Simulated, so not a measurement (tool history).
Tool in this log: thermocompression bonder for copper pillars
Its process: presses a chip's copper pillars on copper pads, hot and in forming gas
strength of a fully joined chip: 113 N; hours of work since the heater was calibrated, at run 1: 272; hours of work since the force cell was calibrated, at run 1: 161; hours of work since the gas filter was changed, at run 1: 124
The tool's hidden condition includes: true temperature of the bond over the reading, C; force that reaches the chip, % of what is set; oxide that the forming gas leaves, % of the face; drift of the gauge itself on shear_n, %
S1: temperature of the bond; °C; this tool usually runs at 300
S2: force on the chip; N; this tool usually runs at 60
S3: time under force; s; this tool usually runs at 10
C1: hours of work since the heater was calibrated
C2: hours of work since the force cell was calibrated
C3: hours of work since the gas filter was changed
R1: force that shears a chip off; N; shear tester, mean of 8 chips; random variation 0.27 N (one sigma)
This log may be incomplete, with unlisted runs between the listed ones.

Run 1, hour 0.0: usual settings; C1 272; C2 161; C3 124. Result: R1 38.8 N.
Run 2, hour 21.0: usual settings but S1 285 °C; C1 288; C2 177; C3 140. Result: R1 31.3 N.
Run 3, hour 34.8: usual settings but S1 285 °C; C1 299; C2 188; C3 151. Result: R1 31.0 N.
Run 4, hour 51.9: usual settings but S1 285 °C; C1 312; C2 201; C3 164. Result: R1 30.7 N.
Run 5, hour 64.2: usual settings; C1 322; C2 211; C3 173. Result: R1 37.7 N.
Run 6, hour 78.1: usual settings; C1 332; C2 222; C3 184. Result: R1 37.2 N.
Run 7, hour 88.1: usual settings; C1 340; C2 229; C3 192. Result: R1 37.1 N.
At hour 103.4: forming gas filter changed.
Run 8, hour 104.7: usual settings; C1 353; C2 242; C3 1. Result: R1 42.2 N.
Run 9, hour 124.7: usual settings; C1 368; C2 257; C3 17. Result: R1 41.9 N.
Run 10, hour 133.2: usual settings; C1 375; C2 264; C3 23. Result: R1 41.3 N.
Run 11, hour 143.5: usual settings; C1 383; C2 272; C3 31. Result: R1 41.1 N.
Run 12, hour 156.6: usual settings but S3 14 s; C1 393; C2 282; C3 41. Result: R1 46.1 N.
Run 13, hour 177.6: usual settings but S3 14 s; C1 409; C2 298; C3 58. Result: R1 46.1 N.
Run 14, hour 196.0: usual settings but S3 14 s; C1 423; C2 313; C3 72. Result: R1 45.4 N.
Run 15, hour 205.8: usual settings but S3 14 s; C1 431; C2 320; C3 80. Result: R1 45.9 N.
Run 16, hour 223.8: usual settings; C1 445; C2 334; C3 93. Result: R1 40.1 N.
Run 17, hour 234.9: usual settings but S3 15 s; C1 454; C2 343; C3 102. Result: R1 46.2 N.
Run 18, hour 249.5: usual settings but S3 15 s; C1 465; C2 354; C3 113. Result: R1 46.1 N.
Run 19, hour 267.0: usual settings but S1 309 °C, S3 9 s; C1 479; C2 368; C3 127. Result: R1 42.2 N.
Run 20, hour 278.3: usual settings but S1 273 °C, S2 48 N, S3 9 s; C1 487; C2 377; C3 136. Result: R1 18.8 N.
Run 21, hour 294.2: usual settings but S1 273 °C, S2 48 N, S3 9 s; C1 500; C2 389; C3 148. Result: R1 18.5 N.
Run 22, hour 314.2: usual settings but S1 273 °C, S2 48 N, S3 9 s; C1 515; C2 404; C3 164. Result: R1 18.9 N.
Run 23, hour 327.1: usual settings but S1 312 °C, S3 18 s; C1 525; C2 415; C3 174. Result: R1 54.4 N.
Run 24, hour 346.0: usual settings but S1 320 °C, S2 63 N, S3 6 s; C1 540; C2 429; C3 188. Result: R1 42.3 N.
Run 25, hour 360.6: usual settings but S1 321 °C, S2 45 N, S3 20 s; C1 551; C2 441; C3 200. Result: R1 46.5 N.
At hour 365.4: forming gas filter changed.
Run 26, hour 376.8: usual settings but S1 321 °C, S2 45 N, S3 20 s; C1 563; C2 453; C3 9. Result: R1 51.8 N.
Run 27, hour 386.0: usual settings but S1 321 °C, S2 45 N, S3 20 s; C1 571; C2 460; C3 16. Result: R1 51.9 N.
Run 28, hour 400.5: usual settings but S1 312 °C, S2 49 N, S3 25 s; C1 582; C2 471; C3 27. Result: R1 54.6 N.
Run 29, hour 414.8: usual settings but S1 282 °C, S2 38 N, S3 7 s; C1 593; C2 482; C3 38. Result: R1 15.8 N.
Run 30, hour 435.0: usual settings but S1 282 °C, S2 38 N, S3 7 s; C1 609; C2 498; C3 54. Result: R1 15.7 N.
Run 31, hour 455.6: usual settings but S1 310 °C, S2 38 N, S3 11 s; C1 625; C2 514; C3 70. Result: R1 29.0 N.
Run 32, hour 468.8: usual settings but S1 325 °C, S2 38 N, S3 7 s; C1 635; C2 524; C3 80. Result: R1 28.9 N.

Entry by entry between the runs, the difference in hidden state between the last listed run before and the first listed run after:
Logged between run 7 and run 8: forming gas filter changed (hour 103.4)
  true temperature of the bond over the reading, C: 1.5 -> 1.6; force that reaches the chip, % of what is set: 97.9 -> 97.8; oxide that the forming gas leaves, % of the face: 11.95 -> 0.59
  what was measured, less what the result would be without the hidden state, R1: -5.0 -> -0.2 N
Logged between run 25 and run 26: forming gas filter changed (hour 365.4)
  true temperature of the bond over the reading, C: 2.4 -> 2.5; force that reaches the chip, % of what is set: 97 -> 96.9; oxide that the forming gas leaves, % of the face: 11.61 -> 1.15
  what was measured, less what the result would be without the hidden state, R1: -6.0 -> -0.5 N

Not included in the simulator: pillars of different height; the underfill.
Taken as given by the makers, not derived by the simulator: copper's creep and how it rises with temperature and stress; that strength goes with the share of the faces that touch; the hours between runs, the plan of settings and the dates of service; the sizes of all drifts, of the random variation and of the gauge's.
